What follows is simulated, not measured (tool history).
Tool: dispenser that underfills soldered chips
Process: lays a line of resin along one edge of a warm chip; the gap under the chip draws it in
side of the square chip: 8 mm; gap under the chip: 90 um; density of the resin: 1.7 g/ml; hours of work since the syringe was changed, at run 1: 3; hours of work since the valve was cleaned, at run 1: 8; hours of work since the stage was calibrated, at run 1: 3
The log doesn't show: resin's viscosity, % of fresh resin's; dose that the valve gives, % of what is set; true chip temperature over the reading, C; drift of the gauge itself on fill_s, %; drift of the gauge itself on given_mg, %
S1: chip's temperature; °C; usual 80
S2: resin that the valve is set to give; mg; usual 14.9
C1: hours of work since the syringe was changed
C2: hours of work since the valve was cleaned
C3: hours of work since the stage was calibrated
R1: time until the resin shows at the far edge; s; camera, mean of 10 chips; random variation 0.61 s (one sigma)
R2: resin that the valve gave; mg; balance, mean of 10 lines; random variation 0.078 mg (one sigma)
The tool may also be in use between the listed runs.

| run | hour | S1 | S2 | C1 | C2 | C3 | R1 | R2 |
|---|---|---|---|---|---|---|---|---|
| 1 | 0 | 80 | 14.9 | 3 | 8 | 3 | 63 | 14.74 |
| 2 | 4.6 | 80 | 14.9 | 6 | 11 | 6 | 73.1 | 14.78 |
|  | 7.1 | new syringe of resin |
| 3 | 8.8 | 80 | 14.9 | 1 | 14 | 9 | 58.5 | 14.81 |
| 4 | 11.1 | 80 | 14.9 | 3 | 16 | 11 | 61 | 14.58 |
| 5 | 16.4 | 80 | 14.9 | 7 | 20 | 15 | 73.6 | 14.65 |
|  | 17.8 | new syringe of resin |
| 6 | 20 | 80 | 14.9 | 2 | 22 | 17 | 57.9 | 14.59 |
| 7 | 23.5 | 80 | 14.9 | 4 | 25 | 20 | 67 | 14.63 |
|  | 28.5 | new syringe of resin |
| 8 | 28.5 | 80 | 14.9 | 0 | 28 | 23 | 54.9 | 14.52 |
| 9 | 30.8 | 80 | 16.3 | 2 | 30 | 25 | 58 | 15.99 |
| 10 | 35.1 | 80 | 16.3 | 5 | 33 | 28 | 67.8 | 15.88 |
| 11 | 38.1 | 80 | 16.3 | 7 | 35 | 30 | 75.7 | 15.86 |
|  | 39.3 | new syringe of resin |
| 12 | 41.2 | 65 | 12.9 | 1 | 37 | 32 | 107.4 | 12.54 |
| 13 | 46.4 | 65 | 12.9 | 5 | 41 | 36 | 127.9 | 12.51 |
| 14 | 48.6 | 65 | 12.9 | 7 | 43 | 38 | 137.5 | 12.44 |
|  | 50 | new syringe of resin |
| 15 | 51.2 | 65 | 12.9 | 1 | 45 | 39 | 101.7 | 12.28 |
| 16 | 56.3 | 80 | 15.8 | 5 | 48 | 43 | 66.2 | 15.23 |
|  | 60.6 | new syringe of resin |
| 17 | 60.6 | 80 | 15.8 | 0 | 51 | 46 | 54.5 | 14.97 |
| 18 | 65.3 | 80 | 15.8 | 3 | 55 | 50 | 63.6 | 14.87 |
| 19 | 68.9 | 80 | 17.1 | 6 | 57 | 52 | 71.4 | 16.36 |
|  | 71.4 | new syringe of resin |
| 20 | 73.2 | 88 | 14.9 | 1 | 60 | 55 | 43.5 | 14.1 |
| 21 | 76.9 | 90 | 13 | 4 | 63 | 58 | 47.5 | 12.21 |
| 22 | 80.3 | 90 | 18.7 | 7 | 66 | 60 | 51.7 | 17.67 |

Forecast each of these 4 alternatives for the next run:
|  | 82.2 | new syringe of resin |
|  | 83.2 | dispensing valve cleaned and set on the balance |
| A | 84.3 | 80 | 18 | 1 | 1 | 62 | ? | ? |
|  | 82.2 | new syringe of resin |
|  | 83.2 | dispensing valve cleaned and set on the balance |
| B | 84.3 | 84 | 17.9 | 1 | 1 | 62 | ? | ? |
|  | 82.2 | new syringe of resin |
|  | 83.2 | dispensing valve cleaned and set on the balance |
| C | 84.3 | 90 | 13.4 | 1 | 1 | 62 | ? | ? |
|  | 82.2 | new syringe of resin |
|  | 83.2 | dispensing valve cleaned and set on the balance |
| D | 84.3 | 93 | 17.9 | 1 | 1 | 62 | ? | ? |

| run | R1 | R2 |
|---|---|---|
| A | 54.9 | 17.97 |
| B | 47.9 | 17.99 |
| C | 41 | 13.24 |
| D | 34.9 | 17.92 |
Without the tool's hidden state the same runs would have given:
| run | R1 | R2 |
|---|---|---|
| A | 52.6 | 17.99 |
| B | 46 | 18.01 |
| C | 39.4 | 13.26 |
| D | 33.5 | 17.95 |

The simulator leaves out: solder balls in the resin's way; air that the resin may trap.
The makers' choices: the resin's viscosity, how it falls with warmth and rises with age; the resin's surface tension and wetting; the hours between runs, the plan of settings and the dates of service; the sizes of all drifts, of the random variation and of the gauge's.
